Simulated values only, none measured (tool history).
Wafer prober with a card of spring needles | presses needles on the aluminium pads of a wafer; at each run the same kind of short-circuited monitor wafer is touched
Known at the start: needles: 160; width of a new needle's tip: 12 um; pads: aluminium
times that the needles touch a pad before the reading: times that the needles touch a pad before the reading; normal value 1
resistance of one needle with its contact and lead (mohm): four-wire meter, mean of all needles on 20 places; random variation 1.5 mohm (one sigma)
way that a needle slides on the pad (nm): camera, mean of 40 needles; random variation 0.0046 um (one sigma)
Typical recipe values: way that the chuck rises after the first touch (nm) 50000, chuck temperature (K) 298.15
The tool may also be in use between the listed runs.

run	day	way that the chuck rises after the first touch (nm)	chuck temperature (K)	times that the needles touch a pad before the reading	resistance of one needle with its contact and lead (mohm)	way that a needle slides on the pad (nm)
1	0	50000	298.15	1	144	6811
2	2.479	50000	298.15	1	145	6819
3	3.942	50000	298.15	1	144	6821
4	6.708	50000	298.15	1	145	6804
5	9.483	50000	298.15	1	145	6812
6	12.533	50000	298.15	1	144	6808
7	15.083	50000	298.15	1	143	6819
8	16.679	50000	298.15	1	147	6812
9	18.092	50000	298.15	1	144	6819
10	19.842	50000	298.15	1	146	6815
11	21.821	50000	298.15	1	144	6817
12	24.05	50000	298.15	1	146	6809
13	25.662	50000	298.15	1	147	6813
14	28.75	50000	325.15	1	152	6808
15	30.738	50000	325.15	1	154	6817
16	33.812	50000	325.15	1	150	6808
17	36.879	68000	307.15	2	137	9273
18	38.154	68000	307.15	2	141	9266
19	40.933	62000	309.15	2	143	8446
20	43.888	62000	322.15	2	144	8456
21	46.225	62000	356.15	3	150	8450
22	48.908	61000	307.15	3	147	8316
23	50.492	58000	300.15	1	143	7900
24	52.971	58000	300.15	1	140	7896
25	55.938	58000	368.15	3	156	7905
26	58.104	58000	368.15	3	155	7903
27	60.842	58000	368.15	2	155	7903
28	62.917	37000	368.15	2	168	5040
29	64.25	31000	368.15	2	175	4219

Missing from the log above: 39 entries noted between runs. For each, name the pair of listed runs it sits between and say how the tool's hidden condition differs from the listed run just before to the listed run just after:
After run 1, before run 2: tips cleaned on abrasive film (day 1.529)
  debris on the tips, nm: 0.1 -> 0.3
After run 2, before run 3: tips cleaned on abrasive film (day 3.4)
  debris on the tips, nm: 0.3 -> 0.2
After run 3, before run 4: tips cleaned on abrasive film (day 5.238)
  debris on the tips, nm: 0.2 -> 0.3
After run 4, before run 5: tips cleaned on abrasive film (day 7.112); height of the first contact set anew (day 8.188); tips cleaned on abrasive film (day 8.858)
  debris on the tips, nm: 0.3 -> 0.2
After run 5, before run 6: tips cleaned on abrasive film (day 10.65); tips cleaned on abrasive film (day 12.4)
  debris on the tips, nm: 0.2 -> 0.1
After run 6, before run 7: tips cleaned on abrasive film (day 14.275)
  debris on the tips, nm: 0.1 -> 0.2
After run 7, before run 8: tips cleaned on abrasive film (day 15.962)
  nothing in the hidden state changes from one run to the other
After run 8, before run 9: tips cleaned on abrasive film (day 17.704)
  debris on the tips, nm: 0.2 -> 0.1
After run 9, before run 10: tips cleaned on abrasive film (day 19.404)
  nothing in the hidden state changes from one run to the other
After run 10, before run 11: tips cleaned on abrasive film (day 21.179)
  debris on the tips, nm: 0.1 -> 0.2
After run 11, before run 12: tips cleaned on abrasive film (day 22.904)
  debris on the tips, nm: 0.2 -> 0.3
After run 12, before run 13: tips cleaned on abrasive film (day 24.604)
  nothing in the hidden state changes from one run to the other
After run 13, before run 14: tips cleaned on abrasive film (day 26.408); tips cleaned on abrasive film (day 28.083)
  debris on the tips, nm: 0.3 -> 0.2
After run 14, before run 15: tips cleaned on abrasive film (day 29.792); height of the first contact set anew (day 30.529)
  nothing in the hidden state changes from one run to the other
After run 15, before run 16: tips cleaned on abrasive film (day 31.558); tips cleaned on abrasive film (day 33.279)
  nothing in the hidden state changes from one run to the other
After run 16, before run 17: tips cleaned on abrasive film (day 34.975); tips cleaned on abrasive film (day 36.704)
  debris on the tips, nm: 0.2 -> 0.1
After run 18, before run 19: tips cleaned on abrasive film (day 38.508); tips cleaned on abrasive film (day 40.188)
  debris on the tips, nm: 0.3 -> 0.2
After run 19, before run 20: tips cleaned on abrasive film (day 42.004); tips cleaned on abrasive film (day 43.746)
  debris on the tips, nm: 0.2 -> 0.1
After run 20, before run 21: tips cleaned on abrasive film (day 45.488)
  debris on the tips, nm: 0.1 -> 0.2
After run 21, before run 22: tips cleaned on abrasive film (day 47.279)
  debris on the tips, nm: 0.2 -> 0.3
After run 22, before run 23: tips cleaned on abrasive film (day 49.117)
  nothing in the hidden state changes from one run to the other
After run 23, before run 24: tips cleaned on abrasive film (day 50.988); tips cleaned on abrasive film (day 52.867); height of the first contact set anew (day 52.879)
  debris on the tips, nm: 0.3 -> 0
After run 24, before run 25: tips cleaned on abrasive film (day 54.575)
  debris on the tips, nm: 0 -> 0.3
After run 25, before run 26: tips cleaned on abrasive film (day 56.346); tips cleaned on abrasive film (day 58.104)
  debris on the tips, nm: 0.3 -> 0
After run 26, before run 27: tips cleaned on abrasive film (day 59.958)
  debris on the tips, nm: 0 -> 0.2
After run 27, before run 28: tips cleaned on abrasive film (day 61.812)
  debris on the tips, nm: 0.2 -> 0.3
After run 28, before run 29: tips cleaned on abrasive film (day 63.683)
  debris on the tips, nm: 0.3 -> 0.2

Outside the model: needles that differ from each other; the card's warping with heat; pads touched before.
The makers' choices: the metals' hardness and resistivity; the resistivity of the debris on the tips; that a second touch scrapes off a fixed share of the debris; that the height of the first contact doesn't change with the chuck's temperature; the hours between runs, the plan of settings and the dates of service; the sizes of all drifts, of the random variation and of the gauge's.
